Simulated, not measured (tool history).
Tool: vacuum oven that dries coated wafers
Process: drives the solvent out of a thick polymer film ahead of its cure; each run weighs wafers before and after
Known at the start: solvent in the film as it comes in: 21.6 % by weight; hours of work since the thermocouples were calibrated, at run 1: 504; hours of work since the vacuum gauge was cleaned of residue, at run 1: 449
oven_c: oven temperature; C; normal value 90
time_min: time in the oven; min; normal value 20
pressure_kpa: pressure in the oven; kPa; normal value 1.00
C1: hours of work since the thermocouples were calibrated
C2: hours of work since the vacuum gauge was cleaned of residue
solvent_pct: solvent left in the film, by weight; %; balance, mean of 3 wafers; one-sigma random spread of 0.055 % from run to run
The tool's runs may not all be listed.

run 1 hour=0.0 | oven_c=90 time_min=20 pressure_kpa=1.00 | C1=504 C2=449 | solvent_pct=2.61
run 2 hour=63.2 | oven_c=90 time_min=17 pressure_kpa=1.00 | C1=544 C2=489 | solvent_pct=3.61
run 3 hour=100.5 | oven_c=85 time_min=17 pressure_kpa=1.00 | C1=568 C2=513 | solvent_pct=5.33
run 4 hour=137.9 | oven_c=85 time_min=17 pressure_kpa=1.00 | C1=592 C2=537 | solvent_pct=5.40
run 5 hour=173.1 | oven_c=85 time_min=17 pressure_kpa=1.00 | C1=614 C2=559 | solvent_pct=5.48
run 6 hour=202.2 | oven_c=85 time_min=17 pressure_kpa=1.00 | C1=633 C2=578 | solvent_pct=5.41
run 7 hour=259.4 | oven_c=85 time_min=17 pressure_kpa=1.00 | C1=669 C2=614 | solvent_pct=5.40
run 8 hour=299.5 | oven_c=90 time_min=20 pressure_kpa=1.00 | C1=695 C2=640 | solvent_pct=2.77
run 9 hour=357.8 | oven_c=105 time_min=20 pressure_kpa=1.00 | C1=732 C2=677 | solvent_pct=0.76
run 10 hour=395.8 | oven_c=105 time_min=20 pressure_kpa=1.00 | C1=756 C2=701 | solvent_pct=0.58
run 11 hour=452.9 | oven_c=105 time_min=20 pressure_kpa=1.00 | C1=793 C2=738 | solvent_pct=0.65
run 12 hour=479.7 | oven_c=105 time_min=20 pressure_kpa=1.00 | C1=810 C2=755 | solvent_pct=0.69
run 13 hour=526.2 | oven_c=90 time_min=20 pressure_kpa=1.00 | C1=840 C2=785 | solvent_pct=2.98
run 14 hour=557.5 | oven_c=90 time_min=20 pressure_kpa=3.40 | C1=860 C2=805 | solvent_pct=4.59
-- hour=568.7 oven's thermocouples calibrated
run 15 hour=588.6 | oven_c=90 time_min=20 pressure_kpa=3.40 | C1=13 C2=823 | solvent_pct=4.29
run 16 hour=628.0 | oven_c=81 time_min=20 pressure_kpa=1.00 | C1=38 C2=848 | solvent_pct=5.91
run 17 hour=690.9 | oven_c=87 time_min=20 pressure_kpa=1.00 | C1=78 C2=889 | solvent_pct=3.56
run 18 hour=721.4 | oven_c=87 time_min=20 pressure_kpa=1.00 | C1=98 C2=908 | solvent_pct=3.71
run 19 hour=759.3 | oven_c=87 time_min=20 pressure_kpa=1.00 | C1=122 C2=932 | solvent_pct=3.60
run 20 hour=791.8 | oven_c=90 time_min=20 pressure_kpa=1.00 | C1=142 C2=953 | solvent_pct=2.82
run 21 hour=846.1 | oven_c=90 time_min=20 pressure_kpa=1.00 | C1=177 C2=988 | solvent_pct=2.69
run 22 hour=891.7 | oven_c=90 time_min=20 pressure_kpa=1.00 | C1=206 C2=1017 | solvent_pct=2.80
run 23 hour=954.7 | oven_c=90 time_min=20 pressure_kpa=1.00 | C1=247 C2=1057 | solvent_pct=2.64
run 24 hour=1001.4 | oven_c=87 time_min=18 pressure_kpa=1.37 | C1=276 C2=1087 | solvent_pct=4.45
run 25 hour=1065.3 | oven_c=102 time_min=18 pressure_kpa=0.54 | C1=317 C2=1128 | solvent_pct=0.76
run 26 hour=1106.9 | oven_c=95 time_min=32 pressure_kpa=1.00 | C1=344 C2=1154 | solvent_pct=1.02
run 27 hour=1147.2 | oven_c=98 time_min=14 pressure_kpa=1.00 | C1=370 C2=1180 | solvent_pct=2.11
run 28 hour=1197.4 | oven_c=98 time_min=14 pressure_kpa=1.00 | C1=402 C2=1212 | solvent_pct=2.19
run 29 hour=1257.5 | oven_c=94 time_min=21 pressure_kpa=0.61 | C1=440 C2=1250 | solvent_pct=1.62

What does the tool deliver on the next run?
run 30 hour=1306.5 | oven_c=94 time_min=21 pressure_kpa=0.61 | C1=471 C2=1282 | solvent_pct=?

{"run 30": {"solvent_pct": 1.66}}
On a tool with no hidden condition, and with the same random variation, this run would have come out at solvent_pct 1.19 %.

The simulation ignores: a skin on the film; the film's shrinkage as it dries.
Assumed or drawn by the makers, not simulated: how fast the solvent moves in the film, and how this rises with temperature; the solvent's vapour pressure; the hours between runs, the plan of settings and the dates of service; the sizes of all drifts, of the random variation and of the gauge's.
